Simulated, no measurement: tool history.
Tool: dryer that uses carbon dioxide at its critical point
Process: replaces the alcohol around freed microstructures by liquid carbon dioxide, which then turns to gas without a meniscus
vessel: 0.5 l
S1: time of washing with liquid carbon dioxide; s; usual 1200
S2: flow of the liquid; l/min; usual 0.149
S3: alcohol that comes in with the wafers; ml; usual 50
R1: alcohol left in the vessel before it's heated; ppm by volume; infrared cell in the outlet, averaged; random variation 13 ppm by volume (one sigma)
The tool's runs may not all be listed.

Run 1, hour 0: usual settings. Result: R1 931 ppm by volume.
Run 2, hour 28.4: usual settings. Result: R1 969 ppm by volume.
Run 3, hour 45.4: usual settings. Result: R1 981 ppm by volume.
Run 4, hour 67.4: usual settings but S1 720 s. Result: R1 5900 ppm by volume.
Run 5, hour 79: usual settings but S1 720 s. Result: R1 5923 ppm by volume.
Run 6, hour 106.8: usual settings but S1 720 s. Result: R1 6269 ppm by volume.
Run 7, hour 132.6: usual settings but S1 720 s. Result: R1 6177 ppm by volume.
Run 8, hour 149.3: usual settings but S1 780 s. Result: R1 5148 ppm by volume.
Run 9, hour 177.1: usual settings but S2 0.175 l/min. Result: R1 642 ppm by volume.
Run 10, hour 204.1: usual settings but S3 58 ml. Result: R1 1375 ppm by volume.
Run 11, hour 220.4: usual settings but S3 58 ml. Result: R1 1442 ppm by volume.
Run 12, hour 248.9: usual settings but S1 960 s, S3 64 ml. Result: R1 3741 ppm by volume.
Run 13, hour 266: usual settings but S1 780 s, S2 0.125 l/min, S3 47 ml. Result: R1 8255 ppm by volume.
Run 14, hour 280.8: usual settings but S1 780 s, S2 0.125 l/min, S3 47 ml. Result: R1 8301 ppm by volume.
Run 15, hour 292.4: usual settings but S1 780 s, S2 0.125 l/min, S3 47 ml. Result: R1 8258 ppm by volume.
Run 16, hour 307.9: usual settings but S3 67 ml. Result: R1 1751 ppm by volume.
Run 17, hour 321: usual settings but S3 67 ml. Result: R1 1909 ppm by volume.
Run 18, hour 334.6: usual settings but S1 900 s, S3 38 ml. Result: R1 3083 ppm by volume.

Forecast each of these 5 alternatives for the next run:
Run A, hour 351.8: usual settings but S1 960 s, S2 0.095 l/min, S3 114 ml. Result: R1 ?.
Run B, hour 351.8: usual settings but S1 1260 s, S2 0.162 l/min. Result: R1 ?.
Run C, hour 351.8: usual settings but S1 1560 s, S2 0.245 l/min, S3 37 ml. Result: R1 ?.
Run D, hour 351.8: usual settings but S1 900 s, S2 0.165 l/min, S3 38 ml. Result: R1 ?.
Run E, hour 351.8: usual settings but S2 0.19 l/min. Result: R1 ?.

run     R1
  A  23640
  B    886
  C    208
  D   2326
  E    613
Without the tool's hidden state the same runs would have given:
run     R1
  A  17766
  B    384
  C     11
  D   1380
  E    211
